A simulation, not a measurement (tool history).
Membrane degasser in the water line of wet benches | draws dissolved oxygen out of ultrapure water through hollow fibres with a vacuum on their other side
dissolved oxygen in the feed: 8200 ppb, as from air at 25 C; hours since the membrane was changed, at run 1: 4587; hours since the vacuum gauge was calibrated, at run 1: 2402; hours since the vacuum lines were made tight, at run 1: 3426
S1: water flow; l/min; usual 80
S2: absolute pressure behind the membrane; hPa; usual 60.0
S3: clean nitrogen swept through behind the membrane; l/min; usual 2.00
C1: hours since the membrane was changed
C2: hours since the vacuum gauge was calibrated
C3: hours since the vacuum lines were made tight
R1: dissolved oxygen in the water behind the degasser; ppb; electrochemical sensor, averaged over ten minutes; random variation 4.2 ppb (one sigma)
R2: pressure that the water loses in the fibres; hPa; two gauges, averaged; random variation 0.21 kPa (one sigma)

run    hour   S1     S2    S3     C1    C2    C3      R1     R2
  1     0.0   80   60.0  2.00   4587  2402  3426   449.1  527.5
  2   222.7   80   60.0  2.00   4810  2624  3648   458.3  529.3
      428.2  -- seals of the vacuum lines changed
  3   440.7   80   60.0  2.00   5026  2840    13   458.2  524.1
  4   663.9   80   60.0  4.92   5249  3063   236   346.3  532.4
  5   827.4   80   60.0  4.92   5413  3227   399   335.9  530.0
  6  1026.4  122   60.0  2.00   5612  3426   598   996.4  808.0
  7  1154.3  122   60.0  2.00   5740  3554   726   981.8  809.8
  8  1450.7  122   60.0  2.00   6036  3850  1023  1013.8  812.9
  9  1693.9  122   60.0  2.00   6279  4093  1266  1008.5  814.4
 10  1930.3   80  144.6  2.00   6516  4330  1502  1046.0  532.1
 11  2176.5   80  144.6  2.00   6762  4576  1748  1051.1  534.4
 12  2377.8   80   60.0  2.00   6963  4777  1950   463.9  534.9
 13  2616.4   80   60.0  2.00   7202  5016  2188   471.7  534.2
 14  2784.8   80   60.0  2.00   7370  5184  2357   472.0  537.3
 15  3036.0   80   60.0  4.09   7621  5435  2608   377.1  538.3
 16  3320.6   80   60.0  4.09   7906  5720  2892   378.6  542.3
 17  3471.3   80   60.0  4.09   8057  5871  3043   385.5  542.8
 18  3684.1   80   60.0  4.09   8270  6084  3256   393.3  545.9
 19  3980.1   80   86.9  1.36   8566  6380  3552   808.5  543.1
     4035.2  -- vacuum gauge calibrated
 20  4220.8   67   60.0  1.39   8806   186  3792   389.2  455.2
     4269.5  -- seals of the vacuum lines changed
 21  4488.0   74   54.1  1.39   9071   451   219   407.3  505.8
 22  4690.1   60   67.2  2.00   9273   653   421   320.4  409.1
 23  4951.6   60   67.2  2.00   9535   914   682   316.0  413.9
 24  5242.9   60   67.2  2.00   9826  1206   973   311.3  408.9
 25  5463.1   60   55.7  1.10  10046  1426  1194   335.9  413.0
 26  5636.8   80   50.8  2.41  10220  1600  1367   395.1  549.7
 27  5936.0   80   50.8  2.41  10519  1899  1666   403.2  553.2
     6059.3  -- membrane cartridge changed
 28  6201.8   80   50.8  1.03    142  2161  1928   454.4  508.3

3 ways to go on from here, each from the tool as it stands after run 28. What would each give?
  A  6487.0  80   52.6  2.00  428  2446  2214   ?   ?
  B  6487.0  80  129.4  2.00  428  2446  2214   ?   ?
  C  6487.0  98   60.0  3.28  428  2446  2214   ?   ?

run     R1     R2
  A  372.5  507.0
  B  918.7  508.2
  C  555.2  622.0
Without the tool's hidden state the same runs would have given:
run     R1     R2
  A  364.9  505.6
  B  911.7  506.8
  C  547.7  620.2

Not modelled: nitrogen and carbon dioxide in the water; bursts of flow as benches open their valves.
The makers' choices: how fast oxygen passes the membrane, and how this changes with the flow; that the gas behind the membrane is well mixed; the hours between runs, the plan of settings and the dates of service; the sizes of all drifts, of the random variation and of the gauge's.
